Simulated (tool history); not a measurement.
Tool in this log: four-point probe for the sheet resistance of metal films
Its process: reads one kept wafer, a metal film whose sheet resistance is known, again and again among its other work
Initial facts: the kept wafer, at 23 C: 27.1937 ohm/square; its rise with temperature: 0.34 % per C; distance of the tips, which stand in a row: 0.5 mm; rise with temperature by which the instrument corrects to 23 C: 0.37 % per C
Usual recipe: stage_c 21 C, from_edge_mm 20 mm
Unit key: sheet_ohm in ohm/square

{"run": 1, "hour": 0.0, "stage_c": 21, "from_edge_mm": 20, "sheet_ohm": 27.218975}
{"run": 2, "hour": 65.7, "stage_c": 21, "from_edge_mm": 20, "sheet_ohm": 27.221425}
{"run": 3, "hour": 172.2, "stage_c": 21, "from_edge_mm": 20, "sheet_ohm": 27.217005}
{"run": 4, "hour": 273.1, "stage_c": 21, "from_edge_mm": 20, "sheet_ohm": 27.214722}
{"run": 5, "hour": 326.0, "stage_c": 21, "from_edge_mm": 20, "sheet_ohm": 27.219345}
{"run": 6, "hour": 413.2, "stage_c": 21, "from_edge_mm": 20, "sheet_ohm": 27.218727}
{"run": 7, "hour": 485.7, "stage_c": 21, "from_edge_mm": 20, "sheet_ohm": 27.219738}
{"run": 8, "hour": 551.3, "stage_c": 21, "from_edge_mm": 20, "sheet_ohm": 27.218098}
{"run": 9, "hour": 629.9, "stage_c": 21, "from_edge_mm": 20, "sheet_ohm": 27.215934}
{"run": 10, "hour": 680.2, "stage_c": 21, "from_edge_mm": 20, "sheet_ohm": 27.234783}
{"run": 11, "hour": 799.2, "stage_c": 30, "from_edge_mm": 20, "sheet_ohm": 27.155911}
{"run": 12, "hour": 861.7, "stage_c": 30, "from_edge_mm": 20, "sheet_ohm": 27.14662}
{"run": 13, "hour": 915.6, "stage_c": 30, "from_edge_mm": 20, "sheet_ohm": 27.158016}
{"run": 14, "hour": 1026.8, "stage_c": 30, "from_edge_mm": 20, "sheet_ohm": 27.145584}
{"run": 15, "hour": 1103.6, "stage_c": 25, "from_edge_mm": 20, "sheet_ohm": 27.194723}
{"run": 16, "hour": 1159.1, "stage_c": 19, "from_edge_mm": 20, "sheet_ohm": 27.236481}
{"run": 17, "hour": 1241.1, "stage_c": 21, "from_edge_mm": 10, "sheet_ohm": 27.247451}
{"run": 18, "hour": 1334.2, "stage_c": 21, "from_edge_mm": 10, "sheet_ohm": 27.258328}
{"run": 19, "hour": 1445.9, "stage_c": 21, "from_edge_mm": 10, "sheet_ohm": 27.250162}

Expected results for the next run?
{"run": 20, "hour": 1496.6, "stage_c": 23, "from_edge_mm": 22, "sheet_ohm": "?"}

Run 20 came out at sheet_ohm 27.204324 ohm/square.
Without the tool's hidden state the same run would have given sheet_ohm 27.204241 ohm/square.

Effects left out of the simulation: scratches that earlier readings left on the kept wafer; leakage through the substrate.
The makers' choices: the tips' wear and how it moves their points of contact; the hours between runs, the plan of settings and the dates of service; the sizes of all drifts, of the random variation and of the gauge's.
